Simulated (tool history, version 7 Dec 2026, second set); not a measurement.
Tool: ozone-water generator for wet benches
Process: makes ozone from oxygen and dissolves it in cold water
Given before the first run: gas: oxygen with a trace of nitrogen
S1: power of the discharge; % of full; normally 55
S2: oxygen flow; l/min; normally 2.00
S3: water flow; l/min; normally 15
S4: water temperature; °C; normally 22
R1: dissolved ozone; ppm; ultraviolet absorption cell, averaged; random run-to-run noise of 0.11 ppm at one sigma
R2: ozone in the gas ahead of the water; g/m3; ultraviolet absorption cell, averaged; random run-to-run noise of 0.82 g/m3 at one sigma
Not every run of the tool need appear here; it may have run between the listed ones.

run 1 day=0.000 | S1=55 S2=2.00 S3=15 S4=22 | R1=8.1 R2=122.2
run 2 day=5.642 | S1=55 S2=2.00 S3=15 S4=22 | R1=8.0 R2=122.2
run 3 day=10.354 | S1=55 S2=2.00 S3=15 S4=22 | R1=7.9 R2=121.9
run 4 day=14.675 | S1=55 S2=2.00 S3=15 S4=22 | R1=8.0 R2=121.8
run 5 day=19.933 | S1=55 S2=2.00 S3=15 S4=22 | R1=8.0 R2=122.7
run 6 day=22.346 | S1=55 S2=2.00 S3=15 S4=22 | R1=7.9 R2=122.2
run 7 day=27.371 | S1=55 S2=2.00 S3=15 S4=22 | R1=7.9 R2=120.2
run 8 day=30.458 | S1=55 S2=2.00 S3=15 S4=22 | R1=7.9 R2=121.7
-- day=33.204 contactor cleaned
run 9 day=35.129 | S1=55 S2=2.00 S3=11 S4=22 | R1=11.1 R2=120.2
run 10 day=38.154 | S1=55 S2=2.00 S3=11 S4=22 | R1=10.7 R2=119.8
run 11 day=40.938 | S1=55 S2=2.00 S3=11 S4=22 | R1=10.8 R2=120.6
run 12 day=44.667 | S1=61 S2=2.00 S3=15 S4=22 | R1=9.0 R2=127.8
run 13 day=49.075 | S1=61 S2=2.00 S3=15 S4=22 | R1=9.3 R2=129.8
run 14 day=52.871 | S1=55 S2=2.00 S3=15 S4=22 | R1=8.6 R2=119.9
run 15 day=57.821 | S1=55 S2=2.00 S3=15 S4=22 | R1=8.6 R2=119.4
run 16 day=60.654 | S1=55 S2=2.00 S3=15 S4=22 | R1=8.3 R2=118.4
run 17 day=64.867 | S1=55 S2=2.00 S3=23 S4=22 | R1=5.9 R2=118.6
run 18 day=69.333 | S1=72 S2=3.54 S3=23 S4=22 | R1=8.7 R2=119.8
run 19 day=72.442 | S1=42 S2=1.78 S3=11 S4=22 | R1=8.5 R2=101.5
run 20 day=76.121 | S1=42 S2=1.78 S3=11 S4=22 | R1=8.5 R2=101.2
run 21 day=79.612 | S1=98 S2=2.00 S3=15 S4=22 | R1=12.7 R2=177.1
run 22 day=83.675 | S1=62 S2=2.00 S3=15 S4=17 | R1=9.7 R2=129.1
run 23 day=88.983 | S1=62 S2=2.00 S3=15 S4=17 | R1=9.4 R2=127.0
run 24 day=93.379 | S1=55 S2=1.58 S3=15 S4=25 | R1=7.5 R2=126.5
run 25 day=97.821 | S1=42 S2=2.00 S3=15 S4=22 | R1=7.0 R2=96.3
run 26 day=103.246 | S1=71 S2=2.00 S3=15 S4=22 | R1=10.0 R2=138.9
run 27 day=107.921 | S1=68 S2=2.49 S3=15 S4=30 | R1=9.0 R2=126.8
run 28 day=110.562 | S1=55 S2=1.05 S3=15 S4=22 | R1=6.2 R2=143.0
run 29 day=114.779 | S1=48 S2=3.48 S3=15 S4=22 | R1=8.6 R2=89.2
run 30 day=120.354 | S1=48 S2=3.48 S3=15 S4=22 | R1=8.7 R2=87.0
run 31 day=122.771 | S1=48 S2=3.48 S3=15 S4=22 | R1=8.8 R2=87.3
run 32 day=125.225 | S1=48 S2=3.48 S3=15 S4=22 | R1=8.7 R2=87.4
run 33 day=130.138 | S1=48 S2=3.48 S3=15 S4=22 | R1=8.7 R2=88.3
run 34 day=134.750 | S1=59 S2=2.18 S3=9 S4=17 | R1=13.6 R2=117.5

3 ways to go on from here, each from the tool as it stands after run 34. What would each give?
run A day=140.200 | S1=59 S2=2.66 S3=22 S4=24 | R1=? R2=?
run B day=140.200 | S1=53 S2=1.95 S3=16 S4=17 | R1=? R2=?
run C day=140.200 | S1=59 S2=2.39 S3=9 S4=17 | R1=? R2=?

run=A R1=6.6 R2=110.2
run=B R1=7.8 R2=113.1
run=C R1=13.8 R2=114.7
Without the tool's hidden state the same runs would have given:
run=A R1=7.8 R2=126.0
run=B R1=9.0 R2=127.6
run=C R1=16.3 R2=131.0

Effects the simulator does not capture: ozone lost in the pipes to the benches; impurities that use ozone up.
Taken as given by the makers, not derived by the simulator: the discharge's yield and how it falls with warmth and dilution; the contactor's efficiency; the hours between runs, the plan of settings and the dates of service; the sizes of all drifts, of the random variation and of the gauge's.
